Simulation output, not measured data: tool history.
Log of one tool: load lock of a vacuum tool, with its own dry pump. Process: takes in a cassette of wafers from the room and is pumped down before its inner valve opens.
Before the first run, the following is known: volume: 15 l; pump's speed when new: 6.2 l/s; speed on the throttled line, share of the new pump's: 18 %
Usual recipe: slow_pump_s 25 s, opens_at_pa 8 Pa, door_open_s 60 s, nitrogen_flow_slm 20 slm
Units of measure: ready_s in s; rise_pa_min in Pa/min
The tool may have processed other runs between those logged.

run,hour,slow_pump_s,opens_at_pa,door_open_s,nitrogen_flow_slm,"incoming humidity of the room's air, %",ready_s,rise_pa_min
1,0.0,25,8,60,20,43.0,43.4,0.044
2,309.6,25,8,60,20,45.0,42.9,0.047
3,755.9,25,8,60,20,45.5,43.6,0.042
4,1123.3,25,8,60,20,43.6,43.7,0.039
5,1489.2,25,8,60,20,47.2,43.3,0.046
6,1897.3,25,8,60,20,46.8,43.2,0.045
7,2133.1,25,8,60,20,46.8,43.7,0.046
8,2445.7,25,6,60,20,45.9,44.4,0.045
9,2839.4,25,6,43,20,49.1,44.2,0.041
10,3215.3,25,11,60,20,45.6,42.3,0.043
11,3650.1,25,11,60,20,45.9,42.6,0.038
12,3998.3,25,8,60,20,45.8,43.9,0.048
13,4304.9,25,8,60,20,44.0,43.2,0.042
14,4685.4,25,8,60,20,45.1,43.9,0.047
15,5104.7,18,11,60,20,43.0,36.7,0.043
16,5399.4,18,11,100,20,45.7,36.8,0.051
17,5789.6,34,7,130,20,47.7,51.2,0.056
18,6198.2,34,7,130,20,43.9,51.1,0.054
19,6567.0,39,6,60,15,43.0,55.1,0.052
20,6780.8,13,10,60,15,43.2,33.0,0.056
21,6996.7,13,10,60,15,43.2,33.3,0.049
22,7272.5,13,10,60,15,48.5,33.1,0.054
23,7474.0,21,8,60,6,41.9,40.2,0.069
24,7776.0,15,10,31,11,45.3,34.7,0.052
25,8129.6,39,8,60,20,45.3,54.7,0.048
26,8328.7,25,14,79,13,44.3,42.1,0.062
27,8784.2,31,8,36,20,44.5,48.5,0.041
28,9105.9,15,15,51,20,45.8,33.8,0.044

Withheld: 1 entry from between the runs. Position of each, and hidden state at the listed run before versus the listed run after:
Between runs 10 and 11: dry pump taken out, an overhauled one fitted (hour 3245.9)
  the hidden state is the same at both runs
